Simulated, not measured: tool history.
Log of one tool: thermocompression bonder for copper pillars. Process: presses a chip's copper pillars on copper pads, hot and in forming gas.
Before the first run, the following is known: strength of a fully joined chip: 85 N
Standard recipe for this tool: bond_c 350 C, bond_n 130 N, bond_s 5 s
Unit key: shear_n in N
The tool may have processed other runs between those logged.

Run 1, hour 0.0: usual settings. Result: shear_n 52.7 N.
Run 2, hour 42.6: usual settings. Result: shear_n 52.2 N.
Run 3, hour 64.9: usual settings. Result: shear_n 52.8 N.
Run 4, hour 86.0: usual settings but bond_n 132 N. Result: shear_n 52.6 N.
Run 5, hour 107.1: usual settings. Result: shear_n 52.7 N.
Run 6, hour 135.4: usual settings. Result: shear_n 51.8 N.
Run 7, hour 158.4: usual settings. Result: shear_n 52.6 N.
Run 8, hour 188.0: usual settings. Result: shear_n 52.2 N.
Run 9, hour 236.1: usual settings but bond_n 80 N. Result: shear_n 43.5 N.
Run 10, hour 268.1: usual settings but bond_c 342 C. Result: shear_n 49.9 N.
Run 11, hour 316.3: usual settings but bond_c 342 C. Result: shear_n 48.9 N.
Run 12, hour 351.2: usual settings but bond_s 6 s. Result: shear_n 55.2 N.
Run 13, hour 378.2: usual settings but bond_s 7 s. Result: shear_n 56.9 N.
Run 14, hour 429.8: usual settings but bond_s 7 s. Result: shear_n 58.6 N.
Run 15, hour 452.3: usual settings. Result: shear_n 52.7 N.
Run 16, hour 500.1: usual settings. Result: shear_n 54.4 N.
At hour 514.3: forming gas filter changed.
Run 17, hour 524.5: usual settings but bond_n 101 N. Result: shear_n 48.9 N.
Run 18, hour 559.7: usual settings but bond_n 101 N. Result: shear_n 50.1 N.
Run 19, hour 586.1: usual settings but bond_c 363 C. Result: shear_n 61.2 N.
Run 20, hour 629.4: usual settings but bond_c 363 C. Result: shear_n 61.0 N.
Run 21, hour 655.8: usual settings but bond_c 378 C, bond_n 96 N, bond_s 3 s. Result: shear_n 52.6 N.
Run 22, hour 705.8: usual settings but bond_c 378 C, bond_n 96 N, bond_s 3 s. Result: shear_n 52.6 N.
Run 23, hour 733.8: usual settings but bond_c 361 C, bond_n 159 N. Result: shear_n 63.3 N.
Run 24, hour 758.9: usual settings but bond_n 133 N. Result: shear_n 54.2 N.
Run 25, hour 799.5: usual settings but bond_s 11 s. Result: shear_n 65.3 N.
Run 26, hour 825.2: usual settings but bond_c 356 C, bond_n 79 N, bond_s 4 s. Result: shear_n 44.3 N.
Run 27, hour 858.0: usual settings but bond_c 357 C, bond_n 80 N, bond_s 4 s. Result: shear_n 44.5 N.
Run 28, hour 883.5: usual settings but bond_c 357 C, bond_n 80 N, bond_s 4 s. Result: shear_n 44.3 N.
Run 29, hour 935.0: usual settings but bond_c 333 C. Result: shear_n 48.0 N.
Run 30, hour 968.8: usual settings but bond_c 344 C, bond_n 159 N, bond_s 7 s. Result: shear_n 61.3 N.
Run 31, hour 1001.5: usual settings but bond_c 363 C, bond_s 4 s. Result: shear_n 57.2 N.
Run 32, hour 1025.7: usual settings but bond_c 363 C, bond_s 4 s. Result: shear_n 57.0 N.
Run 33, hour 1054.3: usual settings but bond_s 14 s. Result: shear_n 70.2 N.
Run 34, hour 1099.3: usual settings but bond_c 357 C. Result: shear_n 57.7 N.
At hour 1102.8: forming gas filter changed.
At hour 1112.7: heater calibrated with a thermocouple chip.
Run 35, hour 1146.4: usual settings but bond_c 362 C, bond_n 79 N, bond_s 7 s. Result: shear_n 51.8 N.
Run 36, hour 1176.5: usual settings but bond_c 353 C, bond_n 123 N, bond_s 4 s. Result: shear_n 48.1 N.
Run 37, hour 1207.4: usual settings but bond_c 372 C, bond_n 150 N, bond_s 13 s. Result: shear_n 76.3 N.
Run 38, hour 1257.7: usual settings but bond_c 372 C, bond_n 150 N, bond_s 13 s. Result: shear_n 74.9 N.
Run 39, hour 1298.3: usual settings but bond_c 372 C, bond_n 150 N, bond_s 13 s. Result: shear_n 75.4 N.
Run 40, hour 1322.5: usual settings but bond_c 379 C, bond_n 83 N, bond_s 13 s. Result: shear_n 69.1 N.

Consider 3 possible next runs. They are alternatives, not a sequence: every one starts from the tool as it was left by run 40. What does each give?
Run A, hour 1348.1: usual settings but bond_c 373 C, bond_n 96 N, bond_s 6 s. Result: shear_n ?.
Run B, hour 1348.1: usual settings but bond_c 379 C, bond_n 83 N, bond_s 4 s. Result: shear_n ?.
Run C, hour 1348.1: usual settings but bond_c 328 C, bond_n 110 N, bond_s 13 s. Result: shear_n ?.

run  shear_n
  A     57.5
  B     51.0
  C     53.5
Without the tool's hidden state the same runs would have given:
run  shear_n
  A     58.3
  B     51.8
  C     54.2
